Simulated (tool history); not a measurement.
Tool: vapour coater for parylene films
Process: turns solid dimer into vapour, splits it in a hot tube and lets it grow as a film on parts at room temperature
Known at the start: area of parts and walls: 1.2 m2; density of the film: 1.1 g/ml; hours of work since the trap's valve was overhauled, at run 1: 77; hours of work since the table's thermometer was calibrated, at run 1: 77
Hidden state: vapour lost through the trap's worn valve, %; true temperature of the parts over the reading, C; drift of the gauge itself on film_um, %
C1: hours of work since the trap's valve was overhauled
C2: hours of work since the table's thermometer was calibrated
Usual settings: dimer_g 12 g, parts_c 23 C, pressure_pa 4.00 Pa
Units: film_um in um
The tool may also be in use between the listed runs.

Run 1, hour 0.0: usual settings; C1 77; C2 77. Result: film_um 6.72 um.
Run 2, hour 51.9: usual settings; C1 116; C2 116. Result: film_um 6.67 um.
Run 3, hour 88.3: usual settings; C1 143; C2 143. Result: film_um 6.66 um.
Run 4, hour 130.8: usual settings but pressure_pa 6.69 Pa; C1 174; C2 174. Result: film_um 6.24 um.
Run 5, hour 178.4: usual settings but pressure_pa 6.48 Pa; C1 210; C2 210. Result: film_um 6.24 um.
Run 6, hour 224.9: usual settings but pressure_pa 6.48 Pa; C1 244; C2 244. Result: film_um 6.18 um.
Run 7, hour 267.1: usual settings but parts_c 19 C; C1 276; C2 276. Result: film_um 7.84 um.
Run 8, hour 332.8: usual settings but parts_c 19 C; C1 325; C2 325. Result: film_um 7.93 um.
Run 9, hour 383.2: usual settings but parts_c 19 C; C1 362; C2 362. Result: film_um 7.86 um.
At hour 401.2: trap's valve overhauled.
Run 10, hour 433.4: usual settings but parts_c 19 C; C1 24; C2 397. Result: film_um 7.88 um.
Run 11, hour 498.5: usual settings but parts_c 19 C; C1 73; C2 445. Result: film_um 7.99 um.
Run 12, hour 546.4: usual settings but dimer_g 13 g, parts_c 20 C; C1 108; C2 481. Result: film_um 8.17 um.
Run 13, hour 581.5: usual settings but dimer_g 6 g, parts_c 20 C, pressure_pa 2.22 Pa; C1 134; C2 507. Result: film_um 3.98 um.

4 ways to go on from here, each from the tool as it stands after run 13. What would each give?
Run A, hour 651.7: usual settings but dimer_g 19 g, parts_c 28 C, pressure_pa 10.65 Pa; C1 187; C2 559. Result: film_um ?.
Run B, hour 651.7: usual settings but dimer_g 16 g, parts_c 31 C, pressure_pa 4.59 Pa; C1 187; C2 559. Result: film_um ?.
Run C, hour 651.7: usual settings but dimer_g 19 g, parts_c 27 C, pressure_pa 7.21 Pa; C1 187; C2 559. Result: film_um ?.
Run D, hour 651.7: usual settings but dimer_g 20 g; C1 187; C2 559. Result: film_um ?.

run  film_um
  A     7.58
  B     6.22
  C     8.21
  D    10.94
Without the tool's hidden state the same runs would have given:
run  film_um
  A     7.60
  B     6.24
  C     8.24
  D    10.97
